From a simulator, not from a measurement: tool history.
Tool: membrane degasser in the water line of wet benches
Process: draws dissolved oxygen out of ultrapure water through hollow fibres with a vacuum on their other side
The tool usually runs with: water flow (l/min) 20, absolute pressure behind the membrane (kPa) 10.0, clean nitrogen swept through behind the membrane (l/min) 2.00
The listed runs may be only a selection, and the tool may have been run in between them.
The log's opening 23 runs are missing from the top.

run	hour	water flow (l/min)	absolute pressure behind the membrane (kPa)	clean nitrogen swept through behind the membrane (l/min)	dissolved oxygen in the water behind the degasser (ppb)	pressure that the water loses in the fibres (kPa)
24	2011.0	16	12.2	1.23	287.8	42.03
25	2123.8	12	12.0	2.20	128.2	31.49
26	2192.3	12	8.2	1.67	98.6	31.86
# hour 2253.3: vacuum gauge calibrated, once more
27	2255.3	28	10.6	1.27	382.3	74.06
28	2327.1	28	10.6	1.27	380.8	73.68
29	2430.6	17	24.2	1.57	520.6	44.89
30	2493.9	24	10.0	0.93	389.6	63.01
31	2576.4	26	14.0	1.01	599.8	68.53
32	2626.7	20	7.5	1.69	139.3	52.87

Below are 4 alternative next runs, each starting from the tool's condition after run 32. Predict each:
A	2698.9	30	6.9	1.56	?	?
B	2698.9	20	10.8	1.69	?	?
C	2698.9	19	10.0	2.00	?	?
D	2698.9	32	6.9	1.69	?	?

run	dissolved oxygen in the water behind the degasser (ppb)	pressure that the water loses in the fibres (kPa)
A	203.0	79.54
B	228.3	52.53
C	170.1	50.04
D	201.7	84.81
Stripped of hidden state, with their random variation kept, the same runs would have yielded:
run	dissolved oxygen in the water behind the degasser (ppb)	pressure that the water loses in the fibres (kPa)
A	197.9	78.49
B	224.9	51.84
C	167.1	49.38
D	196.5	83.70
